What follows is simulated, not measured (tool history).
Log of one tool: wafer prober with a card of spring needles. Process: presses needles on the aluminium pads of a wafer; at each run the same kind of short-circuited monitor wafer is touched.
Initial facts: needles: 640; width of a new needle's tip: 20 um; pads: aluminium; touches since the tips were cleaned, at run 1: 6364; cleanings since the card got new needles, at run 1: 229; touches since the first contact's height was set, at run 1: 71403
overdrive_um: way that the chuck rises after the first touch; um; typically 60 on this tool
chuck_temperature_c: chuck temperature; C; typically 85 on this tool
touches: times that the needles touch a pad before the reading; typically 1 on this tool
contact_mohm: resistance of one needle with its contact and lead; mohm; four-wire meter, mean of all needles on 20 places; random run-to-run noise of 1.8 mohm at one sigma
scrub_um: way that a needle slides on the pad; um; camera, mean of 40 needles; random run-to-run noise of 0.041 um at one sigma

run,hour,overdrive_um,chuck_temperature_c,touches,touches since the tips were cleaned,cleanings since the card got new needles,touches since the first contact's height was set,contact_mohm,scrub_um
1,0.0,60,85,1,6364,229,71403,182,11.16
# hour 3.0: tips cleaned on abrasive film
# hour 14.8: tips cleaned on abrasive film
# hour 26.5: tips cleaned on abrasive film
# hour 38.3: tips cleaned on abrasive film
2,47.1,60,76,1,4910,233,97450,179,11.31
# hour 50.2: tips cleaned on abrasive film
# hour 61.9: tips cleaned on abrasive film
# hour 76.6: tips cleaned on abrasive film
# hour 88.4: tips cleaned on abrasive film
# hour 100.1: tips cleaned on abrasive film
# hour 111.9: tips cleaned on abrasive film
# hour 126.6: tips cleaned on abrasive film
3,137.3,60,76,1,5969,240,147342,179,11.19
# hour 140.3: tips cleaned on abrasive film
# hour 152.1: tips cleaned on abrasive film
# hour 163.8: tips cleaned on abrasive film
# hour 175.6: tips cleaned on abrasive film
4,180.5,60,76,1,2725,244,171204,179,11.20
# hour 189.3: tips cleaned on abrasive film
# hour 201.1: tips cleaned on abrasive film
# hour 215.8: tips cleaned on abrasive film
# hour 227.5: tips cleaned on abrasive film
# hour 239.3: tips cleaned on abrasive film
# hour 251.1: tips cleaned on abrasive film
# hour 262.8: tips cleaned on abrasive film
5,272.9,60,76,1,5614,251,222345,179,11.23
# hour 275.9: tips cleaned on abrasive film
# hour 276.2: height of the first contact set anew
# hour 288.0: tips cleaned on abrasive film
# hour 302.7: tips cleaned on abrasive film
# hour 314.4: tips cleaned on abrasive film
6,315.5,60,76,1,588,255,21725,177,11.12
# hour 327.2: tips cleaned on abrasive film
# hour 339.0: tips cleaned on abrasive film
# hour 350.8: tips cleaned on abrasive film
# hour 362.5: tips cleaned on abrasive film
# hour 374.3: tips cleaned on abrasive film
# hour 389.0: tips cleaned on abrasive film
# hour 400.8: tips cleaned on abrasive film
7,405.3,60,76,1,2538,262,71417,178,11.19
# hour 414.2: tips cleaned on abrasive film
# hour 428.8: tips cleaned on abrasive film
# hour 443.5: tips cleaned on abrasive film
# hour 458.2: tips cleaned on abrasive film
# hour 472.9: tips cleaned on abrasive film
# hour 484.6: tips cleaned on abrasive film
8,491.4,60,76,1,3779,268,119097,177,11.25
# hour 497.3: tips cleaned on abrasive film
# hour 509.1: tips cleaned on abrasive film
# hour 520.9: tips cleaned on abrasive film
# hour 532.6: tips cleaned on abrasive film
# hour 544.4: tips cleaned on abrasive film
9,548.6,60,85,1,2365,273,150729,182,11.26
# hour 557.5: tips cleaned on abrasive film
# hour 569.3: tips cleaned on abrasive film
# hour 581.0: tips cleaned on abrasive film
# hour 592.8: tips cleaned on abrasive film
# hour 604.6: tips cleaned on abrasive film
10,612.8,60,85,1,4597,278,186221,184,11.22
# hour 618.7: tips cleaned on abrasive film
# hour 630.5: tips cleaned on abrasive film
# hour 645.2: tips cleaned on abrasive film
# hour 657.7: tips cleaned on abrasive film
11,657.7,51,26,1,0,282,211036,175,9.59
# hour 672.4: tips cleaned on abrasive film
# hour 681.4: height of the first contact set anew
# hour 684.4: tips cleaned on abrasive film
# hour 696.2: tips cleaned on abrasive film
# hour 708.0: tips cleaned on abrasive film
# hour 719.7: tips cleaned on abrasive film
12,724.8,51,26,1,2807,287,23944,173,9.57
# hour 733.6: tips cleaned on abrasive film
# hour 748.3: tips cleaned on abrasive film
# hour 760.1: tips cleaned on abrasive film
# hour 771.8: tips cleaned on abrasive film
# hour 786.5: tips cleaned on abrasive film
# hour 798.3: tips cleaned on abrasive film
13,808.2,51,26,1,5509,293,70103,173,9.56

Estimate the outcome of run 14 from the log above:
# hour 811.2: tips cleaned on abrasive film
# hour 825.8: tips cleaned on abrasive film
# hour 837.6: tips cleaned on abrasive film
# hour 852.3: tips cleaned on abrasive film
14,859.7,51,109,2,4109,297,98602,?,?

contact_mohm: 190 mohm
scrub_um: 9.60 um
On a tool with no hidden condition, and with the same random variation, this run would have come out at contact_mohm 190 mohm, scrub_um 9.52 um.
